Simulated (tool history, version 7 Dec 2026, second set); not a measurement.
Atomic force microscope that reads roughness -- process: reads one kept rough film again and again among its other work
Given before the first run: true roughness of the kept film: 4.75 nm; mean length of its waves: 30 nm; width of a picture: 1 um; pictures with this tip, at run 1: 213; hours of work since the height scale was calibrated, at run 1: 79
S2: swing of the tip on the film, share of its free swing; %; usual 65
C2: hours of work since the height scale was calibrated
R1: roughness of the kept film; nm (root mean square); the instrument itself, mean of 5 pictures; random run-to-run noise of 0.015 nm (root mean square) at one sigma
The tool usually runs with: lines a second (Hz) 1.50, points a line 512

{"run": 1, "hour": 0.0, "lines a second (Hz)": 1.5, "S2": 65, "points a line": 512, "pictures with this tip": 213, "C2": 79, "R1": 2.821}
{"run": 2, "hour": 13.0, "lines a second (Hz)": 1.5, "S2": 65, "points a line": 512, "pictures with this tip": 230, "C2": 86, "R1": 2.751}
{"run": 3, "hour": 29.5, "lines a second (Hz)": 1.5, "S2": 65, "points a line": 512, "pictures with this tip": 251, "C2": 95, "R1": 2.708}
{"run": 4, "hour": 41.0, "lines a second (Hz)": 1.5, "S2": 65, "points a line": 512, "pictures with this tip": 265, "C2": 102, "R1": 2.681}
{"run": 5, "hour": 49.9, "lines a second (Hz)": 1.5, "S2": 65, "points a line": 512, "pictures with this tip": 277, "C2": 106, "R1": 2.617}
{"run": 6, "hour": 56.6, "lines a second (Hz)": 1.5, "S2": 65, "points a line": 737, "pictures with this tip": 285, "C2": 110, "R1": 2.598}
{"run": 7, "hour": 70.1, "lines a second (Hz)": 1.5, "S2": 65, "points a line": 737, "pictures with this tip": 302, "C2": 117, "R1": 2.581}
{"run": 8, "hour": 80.7, "lines a second (Hz)": 1.5, "S2": 65, "points a line": 308, "pictures with this tip": 316, "C2": 123, "R1": 2.504}
{"run": 9, "hour": 88.8, "lines a second (Hz)": 1.5, "S2": 65, "points a line": 308, "pictures with this tip": 326, "C2": 128, "R1": 2.486}
{"run": 10, "hour": 101.6, "lines a second (Hz)": 1.5, "S2": 65, "points a line": 308, "pictures with this tip": 342, "C2": 135, "R1": 2.441}
{"hour": 106.1, "done": "new tip fitted"}
{"run": 11, "hour": 118.0, "lines a second (Hz)": 1.5, "S2": 65, "points a line": 512, "pictures with this tip": 15, "C2": 143, "R1": 3.531}
{"run": 12, "hour": 125.5, "lines a second (Hz)": 1.5, "S2": 66, "points a line": 512, "pictures with this tip": 24, "C2": 147, "R1": 3.44}
{"run": 13, "hour": 133.1, "lines a second (Hz)": 1.5, "S2": 55, "points a line": 512, "pictures with this tip": 34, "C2": 152, "R1": 3.531}
{"hour": 135.0, "done": "height scale calibrated on a step standard"}
{"run": 14, "hour": 148.1, "lines a second (Hz)": 2.54, "S2": 69, "points a line": 512, "pictures with this tip": 52, "C2": 7, "R1": 3.093}
{"run": 15, "hour": 163.9, "lines a second (Hz)": 2.54, "S2": 69, "points a line": 512, "pictures with this tip": 72, "C2": 16, "R1": 3.016}
{"run": 16, "hour": 173.4, "lines a second (Hz)": 2.54, "S2": 69, "points a line": 512, "pictures with this tip": 84, "C2": 21, "R1": 2.994}
{"run": 17, "hour": 183.2, "lines a second (Hz)": 2.82, "S2": 69, "points a line": 428, "pictures with this tip": 96, "C2": 26, "R1": 2.903}
{"run": 18, "hour": 196.8, "lines a second (Hz)": 1.65, "S2": 77, "points a line": 914, "pictures with this tip": 114, "C2": 34, "R1": 2.902}
{"run": 19, "hour": 212.6, "lines a second (Hz)": 1.65, "S2": 77, "points a line": 914, "pictures with this tip": 134, "C2": 42, "R1": 2.846}
{"hour": 223.0, "done": "height scale calibrated on a step standard, once more"}
{"run": 20, "hour": 227.8, "lines a second (Hz)": 1.65, "S2": 77, "points a line": 914, "pictures with this tip": 152, "C2": 3, "R1": 2.77}
{"run": 21, "hour": 237.2, "lines a second (Hz)": 1.65, "S2": 77, "points a line": 293, "pictures with this tip": 164, "C2": 8, "R1": 2.727}
{"run": 22, "hour": 253.0, "lines a second (Hz)": 1.65, "S2": 77, "points a line": 293, "pictures with this tip": 184, "C2": 16, "R1": 2.681}
{"run": 23, "hour": 266.1, "lines a second (Hz)": 1.09, "S2": 90, "points a line": 512, "pictures with this tip": 201, "C2": 24, "R1": 2.533}
{"run": 24, "hour": 278.0, "lines a second (Hz)": 1.09, "S2": 90, "points a line": 512, "pictures with this tip": 216, "C2": 30, "R1": 2.496}
{"run": 25, "hour": 288.7, "lines a second (Hz)": 1.09, "S2": 90, "points a line": 512, "pictures with this tip": 230, "C2": 36, "R1": 2.493}

What if the next run were any one of these 5? Each begins from the tool's condition after run 25:
{"run": "A", "hour": 302.1, "lines a second (Hz)": 1.09, "S2": 60, "points a line": 297, "pictures with this tip": 247, "C2": 43, "R1": "?"}
{"run": "B", "hour": 302.1, "lines a second (Hz)": 1.5, "S2": 71, "points a line": 512, "pictures with this tip": 247, "C2": 43, "R1": "?"}
{"run": "C", "hour": 302.1, "lines a second (Hz)": 1.09, "S2": 87, "points a line": 594, "pictures with this tip": 247, "C2": 43, "R1": "?"}
{"run": "D", "hour": 302.1, "lines a second (Hz)": 1.3, "S2": 62, "points a line": 331, "pictures with this tip": 247, "C2": 43, "R1": "?"}
{"run": "E", "hour": 302.1, "lines a second (Hz)": 3.03, "S2": 70, "points a line": 474, "pictures with this tip": 247, "C2": 43, "R1": "?"}

run=A R1=2.793
run=B R1=2.652
run=C R1=2.481
run=D R1=2.761
run=E R1=2.435
Stripped of hidden state, with their random variation kept, the same runs would have yielded:
run=A R1=3.744
run=B R1=3.554
run=C R1=3.323
run=D R1=3.697
run=E R1=3.259
